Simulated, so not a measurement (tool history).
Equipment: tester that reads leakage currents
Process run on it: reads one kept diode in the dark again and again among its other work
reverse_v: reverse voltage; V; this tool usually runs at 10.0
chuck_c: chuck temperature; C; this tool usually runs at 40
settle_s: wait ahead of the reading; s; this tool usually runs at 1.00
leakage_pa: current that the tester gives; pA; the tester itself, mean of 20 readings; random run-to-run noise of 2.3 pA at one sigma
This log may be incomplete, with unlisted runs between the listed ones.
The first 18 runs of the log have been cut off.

run	day	reverse_v	chuck_c	settle_s	hours of work since the probe card was cleaned	hours of work since the tester was calibrated	hours of work since the chuck was calibrated	leakage_pa
19	64.242	6.5	40	1.00	1880	2913	711	674.65
20	67.825	6.5	40	1.00	1930	2963	761	677.54
21	70.904	10.0	30	0.74	1973	3006	804	434.93
22	74.775	1.5	53	2.23	2027	3060	858	685.73
23	79.708	4.4	55	1.24	2096	3129	927	1481.39
24	81.821	1.3	21	1.10	2126	3158	957	67.13
# day 82.321: chuck's temperature calibrated
25	84.129	1.3	21	1.10	2157	3189	25	57.24
26	88.017	10.0	40	2.20	2211	3243	80	785.04
# day 90.750: probe card cleaned and baked
27	92.496	1.3	31	1.00	24	3304	140	123.63
28	95.679	11.4	31	1.00	69	3349	185	447.75
29	100.088	4.8	40	0.55	130	3410	246	520.33
30	102.446	4.8	40	0.55	163	3443	279	521.60
31	104.512	4.8	40	1.61	192	3472	308	525.60
32	108.650	2.6	40	3.00	250	3530	366	369.01
33	112.212	2.6	40	3.00	300	3580	416	370.90
34	115.788	2.6	40	3.00	350	3629	465	370.66
35	117.979	3.5	36	4.86	380	3660	496	334.41
36	121.588	3.5	36	4.86	430	3710	546	338.93
37	124.954	1.1	43	1.00	478	3757	593	278.97
38	126.996	1.1	24	1.00	506	3786	622	71.43
39	129.117	1.1	24	1.00	536	3815	652	71.62

3 options for the next run, each taken on its own from the tool as it stands now. Forecast them:
A	134.012	1.1	34	1.05	604	3884	720	?
B	134.012	3.3	39	7.73	604	3884	720	?
C	134.012	1.4	40	1.00	604	3884	720	?

run	leakage_pa
A	152.88
B	416.68
C	269.72
Had the tool no hidden state, the same runs would have come out as:
run	leakage_pa
A	136.45
B	372.92
C	241.66

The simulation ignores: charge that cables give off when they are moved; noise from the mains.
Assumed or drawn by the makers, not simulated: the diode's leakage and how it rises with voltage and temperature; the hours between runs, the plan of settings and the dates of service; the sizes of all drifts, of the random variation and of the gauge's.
